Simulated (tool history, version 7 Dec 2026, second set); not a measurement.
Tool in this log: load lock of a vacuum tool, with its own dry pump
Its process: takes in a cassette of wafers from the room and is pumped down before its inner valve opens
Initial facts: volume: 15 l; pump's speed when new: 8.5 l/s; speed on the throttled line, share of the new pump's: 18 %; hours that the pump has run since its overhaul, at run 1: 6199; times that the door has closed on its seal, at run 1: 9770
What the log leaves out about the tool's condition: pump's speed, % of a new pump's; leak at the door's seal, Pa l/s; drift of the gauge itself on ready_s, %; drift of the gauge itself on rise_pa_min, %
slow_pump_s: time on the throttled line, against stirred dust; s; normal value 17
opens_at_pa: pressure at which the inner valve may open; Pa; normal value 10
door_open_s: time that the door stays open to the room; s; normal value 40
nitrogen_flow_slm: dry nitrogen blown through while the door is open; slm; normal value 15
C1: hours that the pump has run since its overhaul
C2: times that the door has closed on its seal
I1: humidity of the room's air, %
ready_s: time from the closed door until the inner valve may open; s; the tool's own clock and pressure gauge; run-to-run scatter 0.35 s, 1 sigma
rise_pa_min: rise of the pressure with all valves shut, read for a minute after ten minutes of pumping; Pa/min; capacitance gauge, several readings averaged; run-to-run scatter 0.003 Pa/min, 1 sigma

Run 1, hour 0: usual settings; C1 6199; C2 9770; I1 46.8. Result: ready_s 31.4 s, rise_pa_min 0.066 Pa/min.
Run 2, hour 189.3: usual settings but opens_at_pa 18 Pa; C1 6388; C2 10162; I1 46.7. Result: ready_s 29.6 s, rise_pa_min 0.072 Pa/min.
Run 3, hour 278: usual settings but opens_at_pa 18 Pa; C1 6477; C2 10345; I1 39.1. Result: ready_s 29.9 s, rise_pa_min 0.057 Pa/min.
Run 4, hour 419.1: usual settings but opens_at_pa 18 Pa; C1 6618; C2 10637; I1 43. Result: ready_s 30.1 s, rise_pa_min 0.063 Pa/min.
Run 5, hour 515.3: usual settings but opens_at_pa 18 Pa; C1 6714; C2 10836; I1 51.1. Result: ready_s 29.7 s, rise_pa_min 0.074 Pa/min.
Run 6, hour 645.7: usual settings but opens_at_pa 18 Pa, door_open_s 43 s; C1 6845; C2 11106; I1 47.9. Result: ready_s 30.5 s, rise_pa_min 0.064 Pa/min.
Run 7, hour 865.4: usual settings but opens_at_pa 18 Pa, door_open_s 43 s; C1 7064; C2 11561; I1 41.2. Result: ready_s 30 s, rise_pa_min 0.058 Pa/min.
Run 8, hour 1037: usual settings; C1 7236; C2 11916; I1 46.9. Result: ready_s 31.2 s, rise_pa_min 0.068 Pa/min.
Run 9, hour 1214.6: usual settings but opens_at_pa 16 Pa; C1 7414; C2 12283; I1 43.8. Result: ready_s 30.7 s, rise_pa_min 0.072 Pa/min.
Run 10, hour 1365.3: usual settings but opens_at_pa 16 Pa; C1 7564; C2 12595; I1 45.4. Result: ready_s 30.1 s, rise_pa_min 0.07 Pa/min.
Run 11, hour 1582.9: usual settings but opens_at_pa 16 Pa; C1 7782; C2 13045; I1 44.2. Result: ready_s 30.5 s, rise_pa_min 0.076 Pa/min.
Run 12, hour 1760: usual settings but opens_at_pa 16 Pa; C1 7959; C2 13411; I1 46.4. Result: ready_s 30.6 s, rise_pa_min 0.077 Pa/min.
Run 13, hour 1919.5: usual settings but door_open_s 238 s; C1 8118; C2 13741; I1 45.6. Result: ready_s 31.5 s, rise_pa_min 0.118 Pa/min.
Run 14, hour 2070.7: usual settings but opens_at_pa 19 Pa; C1 8270; C2 14054; I1 47.9. Result: ready_s 30.1 s, rise_pa_min 0.076 Pa/min.
Run 15, hour 2182: usual settings; C1 8381; C2 14285; I1 45.7. Result: ready_s 31.7 s, rise_pa_min 0.077 Pa/min.
Run 16, hour 2292.4: usual settings; C1 8491; C2 14513; I1 45.3. Result: ready_s 31.4 s, rise_pa_min 0.079 Pa/min.
Run 17, hour 2421.4: usual settings but door_open_s 106 s; C1 8620; C2 14780; I1 44.6. Result: ready_s 31.7 s, rise_pa_min 0.097 Pa/min.
Run 18, hour 2633.2: usual settings but nitrogen_flow_slm 40 slm; C1 8832; C2 15218; I1 47. Result: ready_s 31.5 s, rise_pa_min 0.067 Pa/min.
Run 19, hour 2845.4: usual settings; C1 9044; C2 15657; I1 44.5. Result: ready_s 32.3 s, rise_pa_min 0.075 Pa/min.
Run 20, hour 2988.4: usual settings but opens_at_pa 18 Pa, door_open_s 53 s; C1 9187; C2 15953; I1 44.2. Result: ready_s 29.9 s, rise_pa_min 0.091 Pa/min.
Run 21, hour 3101.7: usual settings but slow_pump_s 14 s, nitrogen_flow_slm 7 slm; C1 9301; C2 16187; I1 42.8. Result: ready_s 29.5 s, rise_pa_min 0.087 Pa/min.
Run 22, hour 3252.2: usual settings but slow_pump_s 14 s, nitrogen_flow_slm 7 slm; C1 9451; C2 16499; I1 42.8. Result: ready_s 29 s, rise_pa_min 0.095 Pa/min.
Run 23, hour 3452.1: usual settings but slow_pump_s 14 s, nitrogen_flow_slm 7 slm; C1 9651; C2 16912; I1 47.9. Result: ready_s 29.2 s, rise_pa_min 0.101 Pa/min.
Run 24, hour 3637.7: usual settings but slow_pump_s 23 s, opens_at_pa 8 Pa, door_open_s 65 s, nitrogen_flow_slm 13 slm; C1 9837; C2 17296; I1 45.3. Result: ready_s 37.3 s, rise_pa_min 0.097 Pa/min.
Run 25, hour 3852.8: usual settings but slow_pump_s 11 s, opens_at_pa 16 Pa, nitrogen_flow_slm 10 slm; C1 10052; C2 17741; I1 43.5. Result: ready_s 25.7 s, rise_pa_min 0.095 Pa/min.
Run 26, hour 4005.2: usual settings but slow_pump_s 11 s, opens_at_pa 16 Pa, nitrogen_flow_slm 10 slm; C1 10204; C2 18057; I1 41.9. Result: ready_s 26.4 s, rise_pa_min 0.092 Pa/min.
Run 27, hour 4153.9: usual settings but slow_pump_s 19 s, opens_at_pa 11 Pa, door_open_s 96 s, nitrogen_flow_slm 25 slm; C1 10353; C2 18364; I1 45.4. Result: ready_s 33.8 s, rise_pa_min 0.093 Pa/min.
Run 28, hour 4313.1: usual settings but slow_pump_s 31 s, opens_at_pa 11 Pa, door_open_s 96 s, nitrogen_flow_slm 4 slm; C1 10512; C2 18694; I1 44.6. Result: ready_s 43.6 s, rise_pa_min 0.141 Pa/min.
Run 29, hour 4453.8: usual settings but slow_pump_s 31 s, opens_at_pa 11 Pa, door_open_s 96 s, nitrogen_flow_slm 4 slm; C1 10653; C2 18985; I1 45.8. Result: ready_s 42.6 s, rise_pa_min 0.144 Pa/min.
Run 30, hour 4667.9: usual settings but slow_pump_s 15 s, door_open_s 142 s, nitrogen_flow_slm 13 slm; C1 10867; C2 19428; I1 44.9. Result: ready_s 31 s, rise_pa_min 0.124 Pa/min.
Run 31, hour 4807.5: usual settings but slow_pump_s 15 s, opens_at_pa 14 Pa, door_open_s 142 s, nitrogen_flow_slm 18 slm; C1 11006; C2 19717; I1 45.4. Result: ready_s 30.3 s, rise_pa_min 0.115 Pa/min.
Run 32, hour 4989.2: usual settings but slow_pump_s 15 s, opens_at_pa 14 Pa, door_open_s 142 s, nitrogen_flow_slm 18 slm; C1 11188; C2 20092; I1 47. Result: ready_s 29.4 s, rise_pa_min 0.12 Pa/min.
Run 33, hour 5118.6: usual settings but slow_pump_s 16 s; C1 11318; C2 20360; I1 45.6. Result: ready_s 31.3 s, rise_pa_min 0.094 Pa/min.
Run 34, hour 5335.7: usual settings but slow_pump_s 27 s, opens_at_pa 11 Pa, door_open_s 96 s, nitrogen_flow_slm 5 slm; C1 11535; C2 20809; I1 43. Result: ready_s 39.9 s, rise_pa_min 0.147 Pa/min.
Run 35, hour 5457.1: usual settings but slow_pump_s 24 s, opens_at_pa 11 Pa, door_open_s 110 s, nitrogen_flow_slm 25 slm; C1 11656; C2 21060; I1 46.2. Result: ready_s 37.2 s, rise_pa_min 0.106 Pa/min.
Run 36, hour 5615.4: usual settings but slow_pump_s 24 s, opens_at_pa 11 Pa, door_open_s 110 s, nitrogen_flow_slm 25 slm; C1 11814; C2 21388; I1 43.5. Result: ready_s 36.8 s, rise_pa_min 0.102 Pa/min.
Run 37, hour 5726.5: usual settings but slow_pump_s 24 s, opens_at_pa 11 Pa, door_open_s 110 s, nitrogen_flow_slm 25 slm; C1 11925; C2 21618; I1 41.5. Result: ready_s 37.4 s, rise_pa_min 0.098 Pa/min.

Consider 3 possible next runs. They are alternatives, not a sequence: every one starts from the tool as it was left by run 37. What does each give?
Run A, hour 5938.9: usual settings but slow_pump_s 16 s, opens_at_pa 7 Pa, door_open_s 79 s, nitrogen_flow_slm 25 slm; C1 12138; C2 22057; I1 44.8. Result: ready_s ?, rise_pa_min ?.
Run B, hour 5938.9: usual settings but slow_pump_s 16 s, opens_at_pa 13 Pa, door_open_s 43 s, nitrogen_flow_slm 25 slm; C1 12138; C2 22057; I1 44.7. Result: ready_s ?, rise_pa_min ?.
Run C, hour 5938.9: usual settings but opens_at_pa 20 Pa, nitrogen_flow_slm 6 slm; C1 12138; C2 22057; I1 45.6. Result: ready_s ?, rise_pa_min ?.

run  ready_s  rise_pa_min
  A     32.2        0.101
  B       31         0.09
  C     30.9        0.123
What these runs would have given with no unlogged condition in the tool:
run  ready_s  rise_pa_min
  A     30.3        0.042
  B     29.3        0.032
  C     29.3        0.066
